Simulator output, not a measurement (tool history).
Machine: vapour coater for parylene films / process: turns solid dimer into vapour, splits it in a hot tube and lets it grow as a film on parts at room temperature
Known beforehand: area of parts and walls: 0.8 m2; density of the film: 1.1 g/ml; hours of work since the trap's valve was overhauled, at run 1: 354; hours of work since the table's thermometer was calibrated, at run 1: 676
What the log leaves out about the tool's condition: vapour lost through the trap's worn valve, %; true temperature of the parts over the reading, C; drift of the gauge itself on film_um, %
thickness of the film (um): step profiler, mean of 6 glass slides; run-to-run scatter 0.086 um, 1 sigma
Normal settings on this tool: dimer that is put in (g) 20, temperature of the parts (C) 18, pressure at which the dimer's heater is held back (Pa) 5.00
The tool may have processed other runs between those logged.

| run | hour | dimer that is put in (g) | temperature of the parts (C) | pressure at which the dimer's heater is held back (Pa) | hours of work since the trap's valve was overhauled | hours of work since the table's thermometer was calibrated | thickness of the film (um) |
|---|---|---|---|---|---|---|---|
| 1 | 0.0 | 20 | 18 | 5.00 | 354 | 676 | 16.81 |
| 2 | 25.5 | 20 | 11 | 5.00 | 376 | 697 | 22.12 |
| 3 | 45.6 | 20 | 11 | 5.00 | 393 | 714 | 22.30 |
| 4 | 66.6 | 20 | 18 | 5.00 | 410 | 732 | 16.95 |
| 5 | 83.4 | 20 | 18 | 5.00 | 424 | 746 | 16.90 |
| 6 | 116.4 | 20 | 18 | 5.00 | 452 | 774 | 16.90 |
|  | 134.9 | trap's valve overhauled |
| 7 | 135.7 | 20 | 18 | 5.00 | 1 | 787 | 17.05 |
| 8 | 150.5 | 20 | 18 | 5.00 | 13 | 800 | 17.05 |
| 9 | 183.3 | 13 | 22 | 9.81 | 41 | 827 | 8.88 |
| 10 | 212.8 | 19 | 21 | 10.37 | 66 | 852 | 13.30 |
| 11 | 232.2 | 19 | 21 | 10.37 | 82 | 868 | 13.51 |

Consider 5 possible next runs. They are alternatives, not a sequence: every one starts from the tool as it was left by run 11. What does each give?
| A | 246.3 | 20 | 20 | 5.79 | 94 | 880 | ? |
| B | 246.3 | 20 | 19 | 5.00 | 94 | 880 | ? |
| C | 246.3 | 19 | 21 | 10.30 | 94 | 880 | ? |
| D | 246.3 | 19 | 14 | 7.49 | 94 | 880 | ? |
| E | 246.3 | 9 | 14 | 8.96 | 94 | 880 | ? |

| run | thickness of the film (um) |
|---|---|
| A | 15.63 |
| B | 16.48 |
| C | 13.52 |
| D | 18.22 |
| E | 8.37 |
Without the tool's unlogged condition, the same runs would have read:
| run | thickness of the film (um) |
|---|---|
| A | 15.50 |
| B | 16.34 |
| C | 13.41 |
| D | 18.07 |
| E | 8.30 |

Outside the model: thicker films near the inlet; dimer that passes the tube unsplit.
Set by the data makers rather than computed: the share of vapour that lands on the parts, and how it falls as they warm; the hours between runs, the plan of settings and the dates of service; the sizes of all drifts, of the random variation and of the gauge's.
